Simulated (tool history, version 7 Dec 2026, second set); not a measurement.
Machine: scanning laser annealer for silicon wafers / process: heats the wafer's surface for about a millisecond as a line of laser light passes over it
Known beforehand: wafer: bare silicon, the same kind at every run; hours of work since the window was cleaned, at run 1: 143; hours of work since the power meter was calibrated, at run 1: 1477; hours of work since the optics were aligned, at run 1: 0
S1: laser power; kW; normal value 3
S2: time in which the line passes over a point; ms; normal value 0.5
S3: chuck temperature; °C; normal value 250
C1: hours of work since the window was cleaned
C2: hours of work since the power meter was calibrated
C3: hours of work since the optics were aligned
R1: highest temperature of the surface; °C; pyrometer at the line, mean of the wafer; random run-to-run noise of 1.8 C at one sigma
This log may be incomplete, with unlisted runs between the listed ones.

run    hour     S1     S2   S3   C1    C2    C3    R1
  1       0      3    0.5  250  143  1477     0  1070
  2    84.5      3    0.5  250  205  1539    62  1064
  3   156.7      3    0.5  250  257  1591   114  1063
  4   246.4      3    0.5  250  322  1656   179  1054
  5   309.8      3    0.5  250  368  1703   225  1052
  6   349.8      3    0.5  250  398  1732   255  1050
  7     426      3  0.612  250  453  1787   310  1145
  8   468.6      3    0.5  250  484  1818   341  1041
  9   559.3      3    0.5  250  550  1884   407  1036
      630.9  -- window over the wafer cleaned
 10   655.3      3  0.413  250   18  1953   476   979
 11   720.4      3    0.5  250   65  2000   523  1063
 12   788.6      3    0.5  250  115  2050   573  1058
 13   879.8      3    0.5  250  181  2116   639  1054
 14   929.1      3    0.5  250  217  2152   675  1054
 15   984.5      3    0.5  255  257  2192   715  1057
 16  1065.9      3    0.5  255  317  2251   774  1051
 17  1142.7      3    0.5  255  373  2307   830  1049
 18  1219.4      3    0.5  255  428  2363   886  1040
 19  1295.6      3    0.5  255  484  2419   942  1040
 20  1389.3      3    0.5  255  552  2487  1010  1033
     1449.8  -- optics aligned, line set to its width
     1463.7  -- window over the wafer cleaned
 21  1466.7      3    0.5  255    2  2538    11  1086
 22  1536.2  2.786  0.444  241   53  2589    61   952
 23  1597.4   3.13  0.435  219   97  2633   106  1014
 24  1689.2   3.13  0.435  219  164  2700   173  1011
 25  1728.8      3    0.5  240  193  2729   202  1055
 26  1786.1  2.703  0.412  219  235  2771   243   865
 27  1827.7  3.129  0.566  231  265  2801   274  1146
 28  1899.1  3.129  0.566  231  317  2853   326  1140
 29  1949.5  3.129  0.566  231  354  2890   362  1136
 30  2035.7      3  0.368  265  416  2952   425   932
 31  2082.7  2.557  0.594  278  451  2987   459  1010
 32  2170.1  2.827  0.491  211  514  3050   523   942
 33  2232.7  2.827  0.491  211  560  3096   568   938
     2296.8  -- window over the wafer cleaned
 34  2317.1      3    0.5  233   15  3156   628  1054
 35  2388.6      3    0.5  233   67  3208   680  1046
 36    2473      3    0.5  242  128  3269   742  1051
 37  2544.9  2.786  0.421  286  181  3322   794   959
 38  2588.3  2.958  0.445  280  212  3353   826  1017
 39    2644  2.817    0.5  250  253  3394   866   995
 40  2692.9  3.123  0.546  213  288  3429   902  1093
 41  2775.4  3.123  0.546  213  348  3489   962  1086

Measured minus without-hidden-state, run by run (identical run-to-run variation in each term; gauge scatter may differ):
What the log doesn't record here: light that passes the window, % of a clean one's; laser's true power over the reading, %; width of the line over the set one, %; drift of the gauge itself on peak_c, C.
run   R1
  1   -6
  2  -11
  3  -15
  4  -19
  5  -23
  6  -25
  7  -33
  8  -32
  9  -37
 10   -6
 11  -10
 12  -14
 13  -19
 14  -22
 15  -24
 16  -29
 17  -33
 18  -37
 19  -41
 20  -47
 21   +6
 22   +2
 23   -2
 24   -6
 25   -9
 26  -10
 27  -16
 28  -20
 29  -23
 30  -21
 31  -26
 32  -30
 33  -33
 34   -6
 35  -10
 36  -14
 37  -15
 38  -18
 39  -22
 40  -29
 41  -34

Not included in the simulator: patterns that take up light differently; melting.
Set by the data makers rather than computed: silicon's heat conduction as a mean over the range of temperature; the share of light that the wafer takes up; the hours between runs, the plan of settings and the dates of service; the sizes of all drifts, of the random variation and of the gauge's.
